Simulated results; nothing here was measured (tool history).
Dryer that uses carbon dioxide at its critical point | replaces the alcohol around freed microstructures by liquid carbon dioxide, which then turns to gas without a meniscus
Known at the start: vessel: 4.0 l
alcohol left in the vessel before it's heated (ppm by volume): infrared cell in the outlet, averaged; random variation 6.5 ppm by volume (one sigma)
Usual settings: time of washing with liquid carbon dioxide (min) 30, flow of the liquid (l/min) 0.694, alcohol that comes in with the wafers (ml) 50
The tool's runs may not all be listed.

run   hour  time of washing with liquid carbon dioxide (min)  flow of the liquid (l/min)  alcohol that comes in with the wafers (ml)  alcohol left in the vessel before it's heated (ppm by volume)
  1    0.0                                                30                       0.694                                          50                                                            363
  2   10.2                                                30                       0.694                                          50                                                            360
  3   16.1                                                30                       0.694                                          21                                                            160
  4   24.2                                                30                       0.694                                          21                                                            162
  5   35.5                                                30                       0.694                                          21                                                            160
  6   43.5                                                30                       0.694                                          50                                                            379
  7   53.3                                                30                       0.694                                          50                                                            358
  8   59.7                                                26                       0.694                                          50                                                            608
  9   69.9                                                26                       0.694                                          50                                                            593
 10   76.6                                                30                       0.694                                          50                                                            389
 11   85.6                                                30                       0.694                                          50                                                            376
 12   92.7                                                33                       0.694                                          50                                                            291
 13   98.7                                                30                       0.694                                          50                                                            383
 14  109.0                                                30                       0.647                                          50                                                            503
 15  117.9                                                30                       0.647                                          50                                                            502
 16  128.1                                                30                       0.694                                          50                                                            398
 17  137.9                                                30                       0.581                                          50                                                            705
 18  145.2                                                30                       0.694                                          50                                                            390
 19  155.5                                                30                       0.694                                          50                                                            402
 20  162.8                                                30                       0.694                                          50                                                            423
 21  173.2                                                30                       0.694                                          50                                                            390
 22  181.0                                                30                       0.726                                          50                                                            351
 23  185.9                                                30                       0.875                                          50                                                            170
 24  190.9                                                30                       0.875                                          50                                                            185
 25  200.1                                                21                       0.419                                          50                                                           3040
 26  210.7                                                24                       0.480                                          50                                                           1924
 27  216.3                                                34                       1.122                                          76                                                             61
 28  223.1                                                24                       1.071                                          69                                                            242
 29  229.6                                                24                       1.071                                          69                                                            242
 30  240.3                                                33                       0.500                                          60                                                           1059
 31  246.7                                                33                       0.500                                          60                                                           1095
 32  251.5                                                33                       0.500                                          60                                                           1021
 33  261.3                                                33                       0.500                                          60                                                           1078
 34  269.1                                                30                       0.943                                          50                                                            133
 35  280.1                                                30                       0.621                                         102                                                           1232
 36  288.7                                                30                       0.621                                         102                                                           1195
 37  296.3                                                18                       0.637                                          32                                                           1228
 38  305.8                                                30                       0.556                                         109                                                           1883
 39  313.8                                                30                       0.556                                         109                                                           1854
 40  321.5                                                33                       0.423                                          30                                                            856
 41  326.5                                                33                       0.423                                          30                                                            845
 42  337.6                                                21                       0.423                                          30                                                           1853
 43  344.7                                                28                       0.423                                          30                                                           1191
 44  349.5                                                42                       0.874                                         100                                                            103
 45  356.9                                                42                       0.874                                         100                                                             94
 46  364.1                                                18                       0.750                                          55                                                           1591
 47  374.3                                                30                       0.917                                          70                                                            230
 48  380.8                                                47                       0.917                                          94                                                             60

Forecast each of these 3 alternatives for the next run:
  A  385.5                                                24                       0.917                                          46                                                              ?
  B  385.5                                                30                       0.694                                          65                                                              ?
  C  385.5                                                20                       1.073                                          20                                                              ?

run  alcohol left in the vessel before it's heated (ppm by volume)
  A                                                            352
  B                                                            585
  C                                                            176
Without the tool's hidden state the same runs would have given:
run  alcohol left in the vessel before it's heated (ppm by volume)
  A                                                            202
  B                                                            357
  C                                                             92
